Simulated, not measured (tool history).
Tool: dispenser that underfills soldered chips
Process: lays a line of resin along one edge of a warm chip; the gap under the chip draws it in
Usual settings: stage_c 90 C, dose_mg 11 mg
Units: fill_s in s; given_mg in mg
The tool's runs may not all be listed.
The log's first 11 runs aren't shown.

run    day  stage_c  dose_mg  hours of work since the syringe was changed  hours of work since the valve was cleaned  hours of work since the stage was calibrated  fill_s  given_mg
 12  1.367       91       11                                            6                                         95                                            77    16.2      9.95
     1.396  -- new syringe of resin
 13  1.533       86       11                                            2                                         98                                            79    16.5       9.9
 14  1.654       86       11                                            4                                         99                                            81    18.7       9.8
 15  1.775       86       11                                            6                                        101                                            83    19.8      9.91
      1.85  -- new syringe of resin
 16  1.946       86       11                                            1                                        104                                            85    16.4      9.75
 17  2.108      103       11                                            4                                        106                                            87       9      9.71
       2.3  -- new syringe of resin
 18  2.304       91       11                                            0                                        109                                            90    12.9      9.91
 19  2.479       86     13.1                                            3                                        111                                            93    16.8     11.68
 20  2.596       96     11.2                                            4                                        113                                            94    11.9      9.97
 21  2.688       99     13.8                                            6                                        114                                            96      11     12.21
     2.754  -- dispensing valve cleaned and set on the balance
     2.788  -- new syringe of resin
 22  2.846       99     13.8                                            1                                          1                                            97     8.6     13.79
 23  2.925       99     13.8                                            2                                          2                                            99       9     13.74
 24  3.088       99     14.1                                            4                                          5                                           101    10.4     14.04
     3.238  -- new syringe of resin
 25  3.271       99     14.1                                            0                                          7                                           103       8     14.12
 26  3.433       99     14.1                                            3                                         10                                           106     9.4      13.9
 27  3.517       99     14.1                                            4                                         11                                           107     9.7     13.89
     3.683  -- new syringe of resin
 28  3.692       99     14.1                                            0                                         13                                           110     8.4     13.86
 29  3.867       99     14.1                                            3                                         16                                           112     9.8        14
 30  3.942      101       11                                            4                                         17                                           113     9.8     10.95
 31  4.096      101     13.5                                            6                                         19                                           116     9.8     13.23
     4.125  -- new syringe of resin
 32  4.192       95       11                                            1                                         21                                           117    10.5     10.81
 33  4.304      101       13                                            3                                         22                                           118       9     12.75
 34  4.383      101       13                                            4                                         23                                           120     9.2     12.77
 35  4.492      101     11.7                                            5                                         25                                           121     9.7     11.53

Forecast each of these 3 alternatives for the next run:
     4.571  -- new syringe of resin
  A  4.667      101     10.6                                            1                                         27                                           124       ?         ?
     4.571  -- new syringe of resin
  B  4.667       83     11.7                                            1                                         27                                           124       ?         ?
     4.571  -- new syringe of resin
  C  4.667       92      9.6                                            1                                         27                                           124       ?         ?

run  fill_s  given_mg
  A     8.3     10.45
  B    19.1     11.39
  C    13.4      9.41
Without the tool's hidden state the same runs would have given:
run  fill_s  given_mg
  A     7.4     10.72
  B    16.9     11.68
  C    11.8      9.65

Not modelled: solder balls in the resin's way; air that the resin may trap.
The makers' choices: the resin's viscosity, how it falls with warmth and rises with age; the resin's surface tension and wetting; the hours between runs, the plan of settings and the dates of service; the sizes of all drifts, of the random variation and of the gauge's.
